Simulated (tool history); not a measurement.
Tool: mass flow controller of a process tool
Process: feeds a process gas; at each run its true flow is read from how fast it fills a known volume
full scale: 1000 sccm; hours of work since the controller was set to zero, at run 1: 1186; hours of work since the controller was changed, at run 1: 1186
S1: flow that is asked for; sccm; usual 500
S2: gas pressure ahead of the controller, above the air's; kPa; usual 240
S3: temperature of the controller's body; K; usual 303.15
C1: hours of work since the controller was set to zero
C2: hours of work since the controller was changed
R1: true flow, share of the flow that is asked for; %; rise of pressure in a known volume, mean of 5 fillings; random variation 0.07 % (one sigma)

run 1 hour=0 | S1=500 S2=240 S3=303.15 | C1=1186 C2=1186 | R1=99.18
run 2 hour=309.1 | S1=500 S2=240 S3=303.15 | C1=1363 C2=1363 | R1=99.34
run 3 hour=612.1 | S1=500 S2=240 S3=303.15 | C1=1537 C2=1537 | R1=99.37
run 4 hour=769.8 | S1=500 S2=203 S3=303.15 | C1=1627 C2=1627 | R1=99.06
run 5 hour=1090 | S1=500 S2=203 S3=303.15 | C1=1811 C2=1811 | R1=99.03
run 6 hour=1465.7 | S1=500 S2=240 S3=303.15 | C1=2026 C2=2026 | R1=99.49
run 7 hour=1658.8 | S1=941 S2=163 S3=301.15 | C1=2137 C2=2137 | R1=99.68
run 8 hour=1874.4 | S1=941 S2=163 S3=301.15 | C1=2260 C2=2260 | R1=99.88
run 9 hour=2087.2 | S1=396 S2=239 S3=303.15 | C1=2382 C2=2382 | R1=99.58
run 10 hour=2355.3 | S1=265 S2=240 S3=298.15 | C1=2536 C2=2536 | R1=100.2
run 11 hour=2550 | S1=265 S2=157 S3=298.15 | C1=2647 C2=2647 | R1=99.5

3 ways to go on from here, each from the tool as it stands after run 11. What would each give?
run A hour=2857.7 | S1=438 S2=226 S3=303.15 | C1=2824 C2=2824 | R1=?
run B hour=2857.7 | S1=252 S2=232 S3=304.15 | C1=2824 C2=2824 | R1=?
run C hour=2857.7 | S1=304 S2=240 S3=304.15 | C1=2824 C2=2824 | R1=?

run=A R1=99.65
run=B R1=99.46
run=C R1=99.56
Without the tool's hidden state the same runs would have given:
run=A R1=98.84
run=B R1=98.65
run=C R1=98.75

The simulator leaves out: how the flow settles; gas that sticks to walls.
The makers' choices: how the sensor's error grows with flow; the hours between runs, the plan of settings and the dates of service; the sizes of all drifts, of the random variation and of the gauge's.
